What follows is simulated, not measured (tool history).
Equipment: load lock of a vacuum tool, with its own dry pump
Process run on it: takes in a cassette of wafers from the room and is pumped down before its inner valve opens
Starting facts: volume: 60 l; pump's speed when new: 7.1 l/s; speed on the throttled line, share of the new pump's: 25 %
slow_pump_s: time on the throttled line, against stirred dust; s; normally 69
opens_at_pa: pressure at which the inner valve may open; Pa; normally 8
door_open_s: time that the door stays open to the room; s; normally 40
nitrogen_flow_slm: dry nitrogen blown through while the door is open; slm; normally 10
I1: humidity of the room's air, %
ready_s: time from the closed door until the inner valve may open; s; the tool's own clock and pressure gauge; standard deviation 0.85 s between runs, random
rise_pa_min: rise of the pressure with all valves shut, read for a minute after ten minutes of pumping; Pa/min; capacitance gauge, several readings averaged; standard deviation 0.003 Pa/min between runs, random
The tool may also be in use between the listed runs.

Run 1, hour 0.0: usual settings; I1 47.1. Result: ready_s 133.0 s, rise_pa_min 0.103 Pa/min.
Run 2, hour 103.5: usual settings but slow_pump_s 67 s; I1 44.6. Result: ready_s 134.2 s, rise_pa_min 0.095 Pa/min.
Run 3, hour 239.8: usual settings but slow_pump_s 67 s; I1 45.1. Result: ready_s 131.1 s, rise_pa_min 0.099 Pa/min.
Run 4, hour 357.0: usual settings but opens_at_pa 10 Pa; I1 42.5. Result: ready_s 132.3 s, rise_pa_min 0.107 Pa/min.
Run 5, hour 448.8: usual settings but opens_at_pa 10 Pa; I1 43.8. Result: ready_s 133.1 s, rise_pa_min 0.102 Pa/min.
Run 6, hour 522.8: usual settings but opens_at_pa 10 Pa; I1 49.0. Result: ready_s 131.3 s, rise_pa_min 0.103 Pa/min.
Run 7, hour 619.3: usual settings but door_open_s 130 s; I1 43.0. Result: ready_s 134.7 s, rise_pa_min 0.117 Pa/min.
Run 8, hour 727.6: usual settings; I1 43.4. Result: ready_s 133.2 s, rise_pa_min 0.105 Pa/min.
Run 9, hour 873.2: usual settings; I1 44.2. Result: ready_s 135.9 s, rise_pa_min 0.107 Pa/min.
Run 10, hour 946.7: usual settings but nitrogen_flow_slm 16 slm; I1 41.0. Result: ready_s 134.6 s, rise_pa_min 0.108 Pa/min.
Run 11, hour 1086.0: usual settings but nitrogen_flow_slm 16 slm; I1 43.1. Result: ready_s 134.8 s, rise_pa_min 0.107 Pa/min.
Run 12, hour 1234.2: usual settings but slow_pump_s 134 s; I1 51.2. Result: ready_s 183.8 s, rise_pa_min 0.115 Pa/min.
Run 13, hour 1402.7: usual settings but slow_pump_s 134 s; I1 48.7. Result: ready_s 184.7 s, rise_pa_min 0.116 Pa/min.
Run 14, hour 1496.7: usual settings; I1 44.6. Result: ready_s 135.8 s, rise_pa_min 0.111 Pa/min.
Run 15, hour 1625.6: usual settings; I1 45.6. Result: ready_s 135.4 s, rise_pa_min 0.117 Pa/min.
Run 16, hour 1703.0: usual settings but nitrogen_flow_slm 5 slm; I1 45.2. Result: ready_s 136.7 s, rise_pa_min 0.125 Pa/min.
Run 17, hour 1779.1: usual settings but slow_pump_s 40 s, opens_at_pa 12 Pa, door_open_s 39 s, nitrogen_flow_slm 12 slm; I1 47.8. Result: ready_s 110.9 s, rise_pa_min 0.118 Pa/min.
Run 18, hour 1945.1: usual settings but slow_pump_s 40 s, opens_at_pa 12 Pa, door_open_s 39 s, nitrogen_flow_slm 12 slm; I1 48.3. Result: ready_s 109.9 s, rise_pa_min 0.121 Pa/min.
Run 19, hour 2102.4: usual settings but slow_pump_s 40 s, opens_at_pa 13 Pa; I1 46.3. Result: ready_s 110.3 s, rise_pa_min 0.128 Pa/min.
Run 20, hour 2264.3: usual settings but slow_pump_s 63 s; I1 41.3. Result: ready_s 130.6 s, rise_pa_min 0.124 Pa/min.
Run 21, hour 2370.1: usual settings but slow_pump_s 48 s, opens_at_pa 9 Pa, door_open_s 29 s, nitrogen_flow_slm 22 slm; I1 47.8. Result: ready_s 120.1 s, rise_pa_min 0.116 Pa/min.
Run 22, hour 2535.4: usual settings but slow_pump_s 137 s, door_open_s 115 s; I1 45.0. Result: ready_s 183.8 s, rise_pa_min 0.134 Pa/min.
Run 23, hour 2611.3: usual settings but slow_pump_s 54 s, opens_at_pa 9 Pa, door_open_s 115 s; I1 41.1. Result: ready_s 122.9 s, rise_pa_min 0.132 Pa/min.
Run 24, hour 2744.3: usual settings but opens_at_pa 15 Pa, door_open_s 152 s; I1 48.4. Result: ready_s 129.7 s, rise_pa_min 0.138 Pa/min.

What will run 25 give?
Run 25, hour 2870.3: usual settings but opens_at_pa 15 Pa, door_open_s 152 s; I1 45.3. Result: ready_s ?, rise_pa_min ?.

{"run 25": {"ready_s": 129.9, "rise_pa_min": 0.143}}
Take away the tool's hidden state, keep the run-to-run variation as it was, and the same run would have given ready_s 126.2 s, rise_pa_min 0.027 Pa/min.

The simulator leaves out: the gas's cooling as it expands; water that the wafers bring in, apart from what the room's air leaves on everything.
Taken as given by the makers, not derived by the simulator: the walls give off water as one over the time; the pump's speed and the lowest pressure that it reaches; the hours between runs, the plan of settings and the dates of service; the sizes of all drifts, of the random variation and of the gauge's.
